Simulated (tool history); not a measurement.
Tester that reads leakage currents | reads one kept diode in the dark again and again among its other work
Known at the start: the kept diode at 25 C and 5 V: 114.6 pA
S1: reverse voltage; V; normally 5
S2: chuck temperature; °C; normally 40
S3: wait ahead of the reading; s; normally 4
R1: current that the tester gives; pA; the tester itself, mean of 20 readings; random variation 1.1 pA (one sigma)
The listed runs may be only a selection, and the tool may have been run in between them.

run,hour,S1,S2,S3,R1
1,0,5,40,4,371.67
2,66.2,5,40,4,374.6
3,151.6,11.82,40,4,548.83
4,235.6,16.54,40,4,639.43
5,356.8,16.54,40,0.62,648.72
6,468,16.54,40,0.62,648.77
7,541.8,5,40,4,377.82
8,630.6,5,40,4,378.67
9,699,5,40,4,382.73
10,764.6,5,40,4,382.85
11,828.6,5,56,1.14,1154.39
12,891.2,1.1,56,1.14,596.22
13,951.6,10.38,56,1.1,1591.57
14,1021.1,10.38,56,1.1,1603.2
15,1071.2,10.38,56,1.1,1603.99
16,1141.2,16.41,28,5.45,272.76
17,1259.3,16.41,28,5.45,277.2
18,1360.7,5,36,0.87,292.68
19,1483.7,1.65,25,4,76.65
20,1549.4,1.65,25,4,77.3

Below are 3 alternative next runs, each starting from the tool's condition after run 20. Predict each:
A,1656.6,5,24,2.32,?
B,1656.6,1.94,40,3.93,?
C,1656.6,5.93,36,7.36,?

run,R1
A,119.46
B,259.02
C,315.99
Had the tool no hidden state, the same runs would have come out as:
run,R1
A,106.27
B,242.2
C,290.94
